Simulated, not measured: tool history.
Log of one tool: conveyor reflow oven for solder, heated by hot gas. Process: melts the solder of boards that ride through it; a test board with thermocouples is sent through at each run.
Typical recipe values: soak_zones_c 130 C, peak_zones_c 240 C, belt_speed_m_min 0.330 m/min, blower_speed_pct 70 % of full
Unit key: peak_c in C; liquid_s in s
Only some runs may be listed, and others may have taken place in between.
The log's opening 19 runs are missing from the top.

| run | day | soak_zones_c | peak_zones_c | belt_speed_m_min | blower_speed_pct | peak_c | liquid_s |
|---|---|---|---|---|---|---|---|
| 20 | 6.804 | 130 | 254 | 0.330 | 59 | 236.6 | 95.4 |
| 21 | 7.058 | 126 | 254 | 0.308 | 87 | 245.7 | 106.4 |
| 22 | 7.558 | 128 | 230 | 0.264 | 53 | 218.6 | 102.1 |
| 23 | 8.062 | 118 | 230 | 0.264 | 78 | 223.6 | 106.0 |
| 24 | 8.288 | 118 | 230 | 0.264 | 78 | 223.3 | 105.9 |
| 25 | 8.588 | 124 | 252 | 0.395 | 60 | 226.4 | 70.8 |
| 26 | 8.950 | 124 | 252 | 0.395 | 60 | 226.1 | 70.6 |
| 27 | 9.196 | 115 | 252 | 0.329 | 79 | 238.1 | 92.2 |
| 28 | 9.517 | 115 | 252 | 0.329 | 79 | 238.5 | 91.9 |
| 29 | 9.904 | 145 | 234 | 0.330 | 70 | 223.1 | 93.0 |
| 30 | 10.133 | 119 | 239 | 0.316 | 84 | 229.0 | 90.7 |

Here are 3 independent what-if runs from the current tool condition. What would each one return?
| A | 10.533 | 126 | 239 | 0.387 | 64 | ? | ? |
| B | 10.533 | 139 | 240 | 0.373 | 59 | ? | ? |
| C | 10.533 | 130 | 240 | 0.330 | 63 | ? | ? |

| run | peak_c | liquid_s |
|---|---|---|
| A | 218.5 | 65.0 |
| B | 220.5 | 76.3 |
| C | 224.4 | 85.9 |
With no hidden state in the tool, these same runs would have given:
| run | peak_c | liquid_s |
|---|---|---|
| A | 218.7 | 65.1 |
| B | 220.7 | 76.4 |
| C | 224.6 | 86.0 |

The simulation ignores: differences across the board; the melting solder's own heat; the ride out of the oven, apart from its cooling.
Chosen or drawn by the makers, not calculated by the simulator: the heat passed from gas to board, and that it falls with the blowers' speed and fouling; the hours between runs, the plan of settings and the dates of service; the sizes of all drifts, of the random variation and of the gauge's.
